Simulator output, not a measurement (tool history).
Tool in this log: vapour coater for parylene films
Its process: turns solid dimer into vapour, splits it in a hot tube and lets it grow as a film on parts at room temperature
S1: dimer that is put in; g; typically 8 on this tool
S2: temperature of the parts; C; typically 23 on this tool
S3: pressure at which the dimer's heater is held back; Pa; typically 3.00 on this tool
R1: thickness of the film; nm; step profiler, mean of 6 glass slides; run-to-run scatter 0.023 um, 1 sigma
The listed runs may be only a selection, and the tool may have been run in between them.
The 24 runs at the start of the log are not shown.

run    hour  S1  S2    S3     R1
 25  1308.4   7  34  3.00   4000
 26  1371.7   5  29  5.11   2980
 27  1424.4   4  26  5.11   2620
 28  1459.3  13  28  4.90   8020
 29  1506.6   5  19  4.60   3990
 30  1568.9   9  19  2.18   8130
 31  1641.1   8  32  3.00   4720
 32  1680.0  12  16  2.43  11360

Consider 5 possible next runs. They are alternatives, not a sequence: every one starts from the tool as it was left by run 32. What does each give?
     1687.5  -- trap's valve overhauled
  A  1745.0   3  20   8.28   ?
     1687.5  -- trap's valve overhauled
  B  1745.0   8  23   3.44   ?
     1687.5  -- trap's valve overhauled
  C  1745.0   5  23  10.09   ?
     1687.5  -- trap's valve overhauled
  D  1745.0  12  30   2.43   ?
     1687.5  -- trap's valve overhauled
  E  1745.0  11  18   3.34   ?

run    R1
  A  2190
  B  6150
  C  3220
  D  8150
  E  9790
What these runs would have given with no unlogged condition in the tool:
run    R1
  A  2160
  B  6080
  C  3190
  D  8060
  E  9680

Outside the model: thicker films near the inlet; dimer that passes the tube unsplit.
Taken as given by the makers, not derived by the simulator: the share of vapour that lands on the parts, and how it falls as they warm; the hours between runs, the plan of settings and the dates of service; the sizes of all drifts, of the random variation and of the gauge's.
